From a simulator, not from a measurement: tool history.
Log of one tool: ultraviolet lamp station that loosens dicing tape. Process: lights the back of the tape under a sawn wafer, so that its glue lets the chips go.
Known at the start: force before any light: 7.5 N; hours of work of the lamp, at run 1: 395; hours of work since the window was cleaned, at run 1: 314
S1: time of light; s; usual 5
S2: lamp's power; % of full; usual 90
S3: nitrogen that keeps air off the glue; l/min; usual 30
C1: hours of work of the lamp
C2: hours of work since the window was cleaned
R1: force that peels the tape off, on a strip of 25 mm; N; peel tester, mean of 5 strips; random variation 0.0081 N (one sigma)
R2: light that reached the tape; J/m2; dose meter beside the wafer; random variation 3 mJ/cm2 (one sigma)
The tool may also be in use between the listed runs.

run,hour,S1,S2,S3,C1,C2,R1,R2
1,0.0,5,90,30,395,314,0.522,3800
2,50.3,5,65,30,423,342,1.063,2730
3,94.9,5,65,30,448,367,1.142,2660
4,119.0,5,65,30,462,380,1.118,2630
5,159.4,5,65,30,484,403,1.159,2610
6,193.4,5,90,30,503,422,0.591,3600
7,224.9,5,90,30,520,439,0.602,3610
8,282.3,5,90,30,552,471,0.633,3550
9,309.5,5,90,30,567,486,0.622,3440
# hour 312.8: window cleaned of glue's vapour
10,352.6,5,90,30,591,22,0.676,3350
11,378.1,5,90,30,605,36,0.699,3290
12,402.7,5,90,30,619,50,0.719,3230
# hour 439.9: window cleaned of glue's vapour, once more
13,460.6,5,90,30,651,11,0.449,3970
14,506.7,5,90,30,676,37,0.456,3900
15,564.0,5,90,9,708,69,1.166,3840
16,614.1,5,90,30,736,97,0.519,3840
17,661.0,5,86,22,762,123,0.720,3630
18,709.1,3,72,41,789,150,1.837,1810
19,733.7,5,90,15,802,163,0.899,3650
20,784.8,4,90,51,831,192,0.658,2900
21,842.8,3,65,42,863,224,2.118,1550
22,897.2,7,89,16,893,254,0.475,4900
23,935.3,7,89,16,914,275,0.473,4840
24,959.4,7,89,16,928,289,0.481,4800
25,985.6,3,90,18,942,303,2.156,2110
26,1016.7,3,62,31,960,320,2.721,1370
27,1066.9,3,62,31,988,348,2.702,1390
28,1101.2,3,62,31,1007,367,2.687,1390

Forecast each of these 5 alternatives for the next run:
A,1139.5,3,69,13,1028,389,?,?
B,1139.5,3,68,20,1028,389,?,?
C,1139.5,3,99,14,1028,389,?,?
D,1139.5,6,62,10,1028,389,?,?
E,1139.5,4,74,38,1028,389,?,?

run,R1,R2
A,3.348,1500
B,2.918,1480
C,2.180,2120
D,1.968,2710
E,1.419,2180
Without the tool's hidden state the same runs would have given:
run,R1,R2
A,2.433,2090
B,2.029,2060
C,1.372,2970
D,1.179,3760
E,0.764,3020

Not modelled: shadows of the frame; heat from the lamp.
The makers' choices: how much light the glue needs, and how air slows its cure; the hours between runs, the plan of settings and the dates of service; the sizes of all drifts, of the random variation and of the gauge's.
